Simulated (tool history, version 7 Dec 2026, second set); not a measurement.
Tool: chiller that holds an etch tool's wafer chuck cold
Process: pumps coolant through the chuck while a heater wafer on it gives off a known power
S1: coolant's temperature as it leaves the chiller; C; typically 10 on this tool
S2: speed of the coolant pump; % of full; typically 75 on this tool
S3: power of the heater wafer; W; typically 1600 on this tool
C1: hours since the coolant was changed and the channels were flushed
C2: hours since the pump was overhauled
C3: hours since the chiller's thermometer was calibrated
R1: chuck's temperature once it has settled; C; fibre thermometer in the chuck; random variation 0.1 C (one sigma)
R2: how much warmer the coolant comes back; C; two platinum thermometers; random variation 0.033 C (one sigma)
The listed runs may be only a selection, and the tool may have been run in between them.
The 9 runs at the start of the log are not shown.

run 10 hour=506.4 | S1=10 S2=75 S3=1060 | C1=3930 C2=1171 C3=2687 | R1=18.9 R2=3.22
run 11 hour=573.7 | S1=10 S2=75 S3=1060 | C1=3997 C2=1238 C3=2755 | R1=18.9 R2=3.26
run 12 hour=644.2 | S1=10 S2=75 S3=1060 | C1=4067 C2=1309 C3=2825 | R1=19.2 R2=3.26
run 13 hour=688.7 | S1=10 S2=75 S3=1060 | C1=4112 C2=1353 C3=2870 | R1=18.9 R2=3.29
run 14 hour=753.4 | S1=10 S2=75 S3=1060 | C1=4177 C2=1418 C3=2934 | R1=18.8 R2=3.31
run 15 hour=793.6 | S1=10 S2=75 S3=1060 | C1=4217 C2=1458 C3=2975 | R1=19.1 R2=3.24
run 16 hour=846 | S1=10 S2=75 S3=1060 | C1=4269 C2=1511 C3=3027 | R1=19 R2=3.25
run 17 hour=888.2 | S1=17 S2=75 S3=984 | C1=4311 C2=1553 C3=3069 | R1=25.4 R2=3.06
run 18 hour=935.8 | S1=17 S2=75 S3=984 | C1=4359 C2=1600 C3=3117 | R1=25.6 R2=2.99
-- hour=963.4 coolant changed, channels flushed
run 19 hour=984.3 | S1=8 S2=75 S3=1904 | C1=21 C2=1643 C3=3159 | R1=21.8 R2=5.86
run 20 hour=1036.9 | S1=5 S2=89 S3=1600 | C1=73 C2=1696 C3=3212 | R1=15.7 R2=4.16
run 21 hour=1096.3 | S1=5 S2=89 S3=1600 | C1=133 C2=1755 C3=3271 | R1=15.5 R2=4.13
-- hour=1102.4 chiller's thermometer calibrated
run 22 hour=1126 | S1=0 S2=63 S3=1902 | C1=162 C2=1784 C3=24 | R1=15.6 R2=7.02
run 23 hour=1194.2 | S1=10 S2=78 S3=1269 | C1=230 C2=1852 C3=92 | R1=19.8 R2=3.76
run 24 hour=1231.8 | S1=10 S2=76 S3=1600 | C1=267 C2=1889 C3=129 | R1=22.1 R2=4.87
run 25 hour=1285.6 | S1=4 S2=74 S3=1489 | C1=321 C2=1943 C3=183 | R1=15.6 R2=4.68
run 26 hour=1317.8 | S1=9 S2=69 S3=1698 | C1=353 C2=1975 C3=215 | R1=22.5 R2=5.68
run 27 hour=1373 | S1=2 S2=63 S3=1154 | C1=409 C2=2031 C3=271 | R1=11.9 R2=4.28
run 28 hour=1407.4 | S1=2 S2=63 S3=1154 | C1=443 C2=2065 C3=305 | R1=12 R2=4.24
run 29 hour=1466.7 | S1=2 S2=63 S3=1154 | C1=502 C2=2124 C3=364 | R1=12 R2=4.32
-- hour=1486 chiller's thermometer calibrated, once more
run 30 hour=1509 | S1=2 S2=63 S3=1154 | C1=544 C2=2166 C3=23 | R1=10.8 R2=4.34
run 31 hour=1561.1 | S1=12 S2=74 S3=1154 | C1=596 C2=2218 C3=75 | R1=20.2 R2=3.67

Predict each of these 4 candidate next runs independently; none follows another, all start after run 31:
run A hour=1605.4 | S1=17 S2=75 S3=1600 | C1=640 C2=2262 C3=119 | R1=? R2=?
run B hour=1605.4 | S1=12 S2=64 S3=1890 | C1=640 C2=2262 C3=119 | R1=? R2=?
run C hour=1605.4 | S1=2 S2=98 S3=1330 | C1=640 C2=2262 C3=119 | R1=? R2=?
run D hour=1605.4 | S1=12 S2=70 S3=1154 | C1=640 C2=2262 C3=119 | R1=? R2=?

run=A R1=28.4 R2=5
run=B R1=26.8 R2=6.9
run=C R1=10.2 R2=3.15
run=D R1=20.6 R2=3.87
With no hidden state in the tool, these same runs would have given:
run=A R1=27.9 R2=4.83
run=B R1=26.1 R2=6.66
run=C R1=9.8 R2=3.05
run=D R1=20.2 R2=3.74
